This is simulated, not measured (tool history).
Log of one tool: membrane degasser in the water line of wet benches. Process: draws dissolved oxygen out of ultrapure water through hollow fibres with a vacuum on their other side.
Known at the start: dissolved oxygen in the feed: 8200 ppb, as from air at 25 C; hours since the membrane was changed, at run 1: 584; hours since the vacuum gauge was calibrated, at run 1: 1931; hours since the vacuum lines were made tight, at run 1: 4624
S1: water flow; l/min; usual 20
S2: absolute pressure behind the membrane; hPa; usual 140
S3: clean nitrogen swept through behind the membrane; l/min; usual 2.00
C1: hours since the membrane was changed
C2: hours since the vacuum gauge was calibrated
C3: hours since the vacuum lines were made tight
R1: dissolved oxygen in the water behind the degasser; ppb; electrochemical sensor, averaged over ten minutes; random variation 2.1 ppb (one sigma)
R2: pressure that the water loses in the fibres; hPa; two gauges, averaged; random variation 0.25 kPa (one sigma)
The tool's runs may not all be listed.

Run 1, hour 0.0: usual settings; C1 584; C2 1931; C3 4624. Result: R1 253.1 ppb, R2 681.7 hPa.
Run 2, hour 31.5: usual settings; C1 616; C2 1962; C3 4655. Result: R1 255.4 ppb, R2 682.6 hPa.
Run 3, hour 103.1: usual settings but S2 134 hPa; C1 687; C2 2034; C3 4727. Result: R1 241.2 ppb, R2 670.3 hPa.
Run 4, hour 137.7: usual settings; C1 722; C2 2068; C3 4762. Result: R1 252.1 ppb, R2 681.0 hPa.
Run 5, hour 182.4: usual settings; C1 766; C2 2113; C3 4806. Result: R1 253.4 ppb, R2 675.0 hPa.
Run 6, hour 220.6: usual settings; C1 805; C2 2151; C3 4844. Result: R1 254.0 ppb, R2 675.6 hPa.
Run 7, hour 276.5: usual settings; C1 861; C2 2207; C3 4900. Result: R1 256.0 ppb, R2 675.4 hPa.
Run 8, hour 319.7: usual settings but S1 23 l/min, S2 159 hPa, S3 3.85 l/min; C1 904; C2 2250; C3 4944. Result: R1 191.4 ppb, R2 777.5 hPa.
Run 9, hour 377.6: usual settings but S1 23 l/min, S2 159 hPa, S3 3.85 l/min; C1 962; C2 2308; C3 5002. Result: R1 187.9 ppb, R2 779.9 hPa.
Run 10, hour 432.8: usual settings but S1 19 l/min, S3 1.04 l/min; C1 1017; C2 2363; C3 5057. Result: R1 425.7 ppb, R2 636.8 hPa.
Run 11, hour 508.5: usual settings but S1 15 l/min, S3 4.72 l/min; C1 1093; C2 2439; C3 5132. Result: R1 88.2 ppb, R2 512.1 hPa.
Run 12, hour 540.9: usual settings but S2 100 hPa, S3 1.12 l/min; C1 1125; C2 2472; C3 5165. Result: R1 271.6 ppb, R2 675.5 hPa.
Run 13, hour 594.0: usual settings but S2 100 hPa, S3 1.12 l/min; C1 1178; C2 2525; C3 5218. Result: R1 270.7 ppb, R2 674.6 hPa.
Run 14, hour 628.9: usual settings but S2 100 hPa, S3 1.12 l/min; C1 1213; C2 2560; C3 5253. Result: R1 274.3 ppb, R2 675.6 hPa.

4 ways to go on from here, each from the tool as it stands after run 14. What would each give?
Run A, hour 662.6: usual settings but S2 145 hPa, S3 1.12 l/min; C1 1247; C2 2593; C3 5286. Result: R1 ?, R2 ?.
Run B, hour 662.6: usual settings but S1 15 l/min, S2 157 hPa, S3 3.26 l/min; C1 1247; C2 2593; C3 5286. Result: R1 ?, R2 ?.
Run C, hour 662.6: usual settings but S1 15 l/min, S2 124 hPa, S3 1.02 l/min; C1 1247; C2 2593; C3 5286. Result: R1 ?, R2 ?.
Run D, hour 662.6: usual settings but S1 14 l/min, S2 263 hPa, S3 1.35 l/min; C1 1247; C2 2593; C3 5286. Result: R1 ?, R2 ?.

run     R1     R2
  A  437.0  674.6
  B  142.7  507.8
  C  303.3  510.7
  D  536.3  476.5
Without the tool's hidden state the same runs would have given:
run     R1     R2
  A  436.6  674.4
  B  142.5  507.7
  C  302.9  510.5
  D  535.6  476.4

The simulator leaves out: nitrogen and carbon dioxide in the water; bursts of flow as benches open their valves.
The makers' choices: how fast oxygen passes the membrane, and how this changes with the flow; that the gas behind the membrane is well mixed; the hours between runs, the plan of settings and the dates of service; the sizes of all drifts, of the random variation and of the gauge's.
